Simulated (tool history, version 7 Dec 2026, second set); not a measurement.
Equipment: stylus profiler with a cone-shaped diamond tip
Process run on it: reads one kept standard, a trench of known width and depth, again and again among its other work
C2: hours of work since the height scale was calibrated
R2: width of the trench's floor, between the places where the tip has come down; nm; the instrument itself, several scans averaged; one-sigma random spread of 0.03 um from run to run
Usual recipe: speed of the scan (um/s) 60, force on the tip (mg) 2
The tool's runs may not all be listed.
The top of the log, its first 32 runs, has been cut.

{"run": 33, "day": 44.592, "speed of the scan (um/s)": 107, "force on the tip (mg)": 2.16, "scans with this tip": 6713, "C2": 198, "depth of the trench (nm)": 505.97, "R2": 26010}
{"run": 34, "day": 45.925, "speed of the scan (um/s)": 107, "force on the tip (mg)": 2.16, "scans with this tip": 6904, "C2": 213, "depth of the trench (nm)": 505.93, "R2": 25940}
{"run": 35, "day": 47.575, "speed of the scan (um/s)": 17, "force on the tip (mg)": 0.7, "scans with this tip": 7141, "C2": 231, "depth of the trench (nm)": 502.7, "R2": 26420}
{"run": 36, "day": 48.75, "speed of the scan (um/s)": 71, "force on the tip (mg)": 4.82, "scans with this tip": 7310, "C2": 244, "depth of the trench (nm)": 510.4, "R2": 26260}
{"run": 37, "day": 49.942, "speed of the scan (um/s)": 34, "force on the tip (mg)": 0.77, "scans with this tip": 7481, "C2": 257, "depth of the trench (nm)": 502.93, "R2": 26220}
{"run": 38, "day": 51.225, "speed of the scan (um/s)": 183, "force on the tip (mg)": 1.07, "scans with this tip": 7665, "C2": 271, "depth of the trench (nm)": 503.94, "R2": 24970}
{"run": 39, "day": 53.2, "speed of the scan (um/s)": 183, "force on the tip (mg)": 1.07, "scans with this tip": 7948, "C2": 292, "depth of the trench (nm)": 503.76, "R2": 24970}
{"run": 40, "day": 54.783, "speed of the scan (um/s)": 105, "force on the tip (mg)": 1, "scans with this tip": 8175, "C2": 310, "depth of the trench (nm)": 503.65, "R2": 25610}

Alternative continuations, all from the tool just after run 40; predict every row:
{"run": "A", "day": 56.15, "speed of the scan (um/s)": 74, "force on the tip (mg)": 1.02, "scans with this tip": 8372, "C2": 325, "depth of the trench (nm)": "?", "R2": "?"}
{"run": "B", "day": 56.15, "speed of the scan (um/s)": 16, "force on the tip (mg)": 1, "scans with this tip": 8372, "C2": 325, "depth of the trench (nm)": "?", "R2": "?"}
{"run": "C", "day": 56.15, "speed of the scan (um/s)": 84, "force on the tip (mg)": 6, "scans with this tip": 8372, "C2": 325, "depth of the trench (nm)": "?", "R2": "?"}
{"run": "D", "day": 56.15, "speed of the scan (um/s)": 18, "force on the tip (mg)": 1.37, "scans with this tip": 8372, "C2": 325, "depth of the trench (nm)": "?", "R2": "?"}
{"run": "E", "day": 56.15, "speed of the scan (um/s)": 105, "force on the tip (mg)": 2.8, "scans with this tip": 8372, "C2": 325, "depth of the trench (nm)": "?", "R2": "?"}

run=A depth_of_the_trench_(nm)=503.74 R2=25820
run=B depth_of_the_trench_(nm)=503.67 R2=26310
run=C depth_of_the_trench_(nm)=512.2 R2=26140
run=D depth_of_the_trench_(nm)=504.41 R2=26330
run=E depth_of_the_trench_(nm)=507.25 R2=25830
Without the tool's unlogged condition, the same runs would have read:
run=A depth_of_the_trench_(nm)=503.82 R2=26730
run=B depth_of_the_trench_(nm)=503.75 R2=27230
run=C depth_of_the_trench_(nm)=512.28 R2=27060
run=D depth_of_the_trench_(nm)=504.49 R2=27250
run=E depth_of_the_trench_(nm)=507.33 R2=26740

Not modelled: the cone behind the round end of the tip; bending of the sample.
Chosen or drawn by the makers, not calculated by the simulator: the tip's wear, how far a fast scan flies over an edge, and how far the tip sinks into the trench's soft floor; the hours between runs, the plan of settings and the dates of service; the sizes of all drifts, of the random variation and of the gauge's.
